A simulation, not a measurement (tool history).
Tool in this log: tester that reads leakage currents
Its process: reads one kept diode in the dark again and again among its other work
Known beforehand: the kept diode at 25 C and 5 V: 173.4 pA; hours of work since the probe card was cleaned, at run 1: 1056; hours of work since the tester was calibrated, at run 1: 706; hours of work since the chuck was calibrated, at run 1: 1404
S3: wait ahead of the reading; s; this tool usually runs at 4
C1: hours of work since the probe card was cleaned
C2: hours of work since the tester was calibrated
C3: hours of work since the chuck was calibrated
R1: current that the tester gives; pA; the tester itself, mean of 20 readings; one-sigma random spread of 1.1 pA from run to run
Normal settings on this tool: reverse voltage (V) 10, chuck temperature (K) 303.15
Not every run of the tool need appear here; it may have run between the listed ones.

Run 1, hour 0: usual settings; C1 1056; C2 706; C3 1404. Result: R1 403.68 pA.
Run 2, hour 209.1: usual settings; C1 1147; C2 797; C3 1495. Result: R1 404.67 pA.
Run 3, hour 490.4: usual settings but S3 2.68 s; C1 1270; C2 921; C3 1618. Result: R1 405.3 pA.
At hour 506.6: probe card cleaned and baked.
Run 4, hour 624.7: usual settings but S3 2.68 s; C1 52; C2 978; C3 1676. Result: R1 393.77 pA.
Run 5, hour 806.7: usual settings; C1 131; C2 1058; C3 1755. Result: R1 395.54 pA.
Run 6, hour 923.5: usual settings; C1 182; C2 1109; C3 1807. Result: R1 397.33 pA.
Run 7, hour 1121.2: usual settings but chuck temperature (K) 323.15; C1 269; C2 1195; C3 1893. Result: R1 2017.66 pA.
Run 8, hour 1366.3: usual settings but chuck temperature (K) 323.15; C1 376; C2 1303; C3 2000. Result: R1 2013.38 pA.
Run 9, hour 1572.8: usual settings but chuck temperature (K) 300.15; C1 467; C2 1393; C3 2091. Result: R1 311.81 pA.
Run 10, hour 1823.8: usual settings; C1 576; C2 1503; C3 2201. Result: R1 405.49 pA.
Run 11, hour 1979.3: usual settings but chuck temperature (K) 298.15; C1 645; C2 1571; C3 2269. Result: R1 263.09 pA.
Run 12, hour 2140.9: usual settings but chuck temperature (K) 298.15; C1 715; C2 1642; C3 2339. Result: R1 263.88 pA.
Run 13, hour 2297.8: usual settings but chuck temperature (K) 298.15; C1 784; C2 1710; C3 2408. Result: R1 267.12 pA.
At hour 2439.6: chuck's temperature calibrated.
Run 14, hour 2439.6: usual settings but reverse voltage (V) 10.8, chuck temperature (K) 298.15; C1 845; C2 1771; C3 0. Result: R1 262.46 pA.
Run 15, hour 2639.3: usual settings but chuck temperature (K) 309.15; C1 933; C2 1859; C3 87. Result: R1 646.15 pA.
Run 16, hour 2799.8: usual settings but chuck temperature (K) 309.15; C1 1003; C2 1929; C3 158. Result: R1 650.98 pA.
Run 17, hour 3001.9: usual settings; C1 1091; C2 2017; C3 246. Result: R1 392.7 pA.
Run 18, hour 3281.1: usual settings; C1 1213; C2 2140; C3 368. Result: R1 396.35 pA.
Run 19, hour 3418.1: usual settings; C1 1273; C2 2200; C3 428. Result: R1 395.76 pA.
At hour 3433.6: probe card cleaned and baked.
Run 20, hour 3704.7: usual settings but reverse voltage (V) 3.2; C1 119; C2 2324; C3 552. Result: R1 222.94 pA.
Run 21, hour 3827.3: usual settings but reverse voltage (V) 10.3, chuck temperature (K) 304.15, S3 0.38 s; C1 172; C2 2377; C3 606. Result: R1 434.39 pA.
Run 22, hour 3993.2: usual settings but reverse voltage (V) 1.7, chuck temperature (K) 314.15, S3 6.85 s; C1 245; C2 2450; C3 679. Result: R1 411.47 pA.
Run 23, hour 4130.3: usual settings but reverse voltage (V) 1.7, chuck temperature (K) 314.15, S3 6.85 s; C1 305; C2 2510; C3 739. Result: R1 408.35 pA.
Run 24, hour 4265.5: usual settings but chuck temperature (K) 307.15, S3 6.74 s; C1 364; C2 2569; C3 798. Result: R1 551.62 pA.
Run 25, hour 4397: usual settings but reverse voltage (V) 17.9, chuck temperature (K) 300.15, S3 0.76 s; C1 422; C2 2627; C3 855. Result: R1 412.08 pA.
Run 26, hour 4591.1: usual settings but reverse voltage (V) 17.9, chuck temperature (K) 300.15, S3 0.76 s; C1 507; C2 2712; C3 940. Result: R1 413.46 pA.
Run 27, hour 4809.5: usual settings but reverse voltage (V) 2.2, chuck temperature (K) 304.15, S3 0.74 s; C1 602; C2 2807; C3 1036. Result: R1 204.83 pA.
Run 28, hour 5054.2: usual settings but reverse voltage (V) 9.5, chuck temperature (K) 322.15, S3 7.03 s; C1 709; C2 2914; C3 1143. Result: R1 1792.91 pA.
Run 29, hour 5211.7: usual settings but reverse voltage (V) 9.5, chuck temperature (K) 322.15, S3 7.03 s; C1 778; C2 2983; C3 1212. Result: R1 1807.27 pA.
Run 30, hour 5500.2: usual settings but reverse voltage (V) 6.4; C1 904; C2 3110; C3 1338. Result: R1 322.1 pA.
Run 31, hour 5690.6: usual settings but reverse voltage (V) 6.4; C1 988; C2 3193; C3 1422. Result: R1 324.1 pA.
Run 32, hour 5825.2: usual settings but reverse voltage (V) 6.4; C1 1047; C2 3252; C3 1480. Result: R1 323.97 pA.
Run 33, hour 6085.9: usual settings but reverse voltage (V) 14.2, chuck temperature (K) 307.15, S3 0.6 s; C1 1161; C2 3366; C3 1595. Result: R1 687.67 pA.
Run 34, hour 6220.2: usual settings but reverse voltage (V) 14.2, chuck temperature (K) 307.15, S3 0.6 s; C1 1220; C2 3425; C3 1653. Result: R1 683.46 pA.
At hour 6350.6: probe card cleaned and baked.
Run 35, hour 6497.3: usual settings but reverse voltage (V) 5.6, S3 1.74 s; C1 64; C2 3545; C3 1773. Result: R1 301.67 pA.
Run 36, hour 6725.6: usual settings but reverse voltage (V) 1.4, chuck temperature (K) 315.15, S3 5.11 s; C1 164; C2 3645; C3 1873. Result: R1 413.54 pA.
Run 37, hour 6935.2: usual settings but reverse voltage (V) 1.4, chuck temperature (K) 315.15, S3 5.11 s; C1 256; C2 3736; C3 1965. Result: R1 415.04 pA.
Run 38, hour 7202.9: usual settings but reverse voltage (V) 1.6, chuck temperature (K) 324.15, S3 0.54 s; C1 373; C2 3853; C3 2082. Result: R1 899.94 pA.

Below are 5 alternative next runs, each starting from the tool's condition after run 38. Predict each:
Run A, hour 7408.8: usual settings but reverse voltage (V) 5.9, chuck temperature (K) 312.15, S3 6.04 s; C1 463; C2 3944; C3 2172. Result: R1 ?.
Run B, hour 7408.8: usual settings but reverse voltage (V) 1.7, chuck temperature (K) 326.15, S3 1.47 s; C1 463; C2 3944; C3 2172. Result: R1 ?.
Run C, hour 7408.8: usual settings but reverse voltage (V) 1.4, chuck temperature (K) 294.15, S3 1.2 s; C1 463; C2 3944; C3 2172. Result: R1 ?.
Run D, hour 7408.8: usual settings but reverse voltage (V) 2.5, chuck temperature (K) 319.15, S3 0.54 s; C1 463; C2 3944; C3 2172. Result: R1 ?.
Run E, hour 7408.8: usual settings but reverse voltage (V) 5.2, chuck temperature (K) 306.15; C1 463; C2 3944; C3 2172. Result: R1 ?.

run       R1
  A   670.08
  B  1077.66
  C    69.71
  D   759.41
  E   381.67
The same runs, with their run-to-run variation unchanged, on a tool lacking any hidden condition would have given:
run       R1
  A    628.9
  B  1018.71
  C    64.73
  D   716.01
  E    356.8

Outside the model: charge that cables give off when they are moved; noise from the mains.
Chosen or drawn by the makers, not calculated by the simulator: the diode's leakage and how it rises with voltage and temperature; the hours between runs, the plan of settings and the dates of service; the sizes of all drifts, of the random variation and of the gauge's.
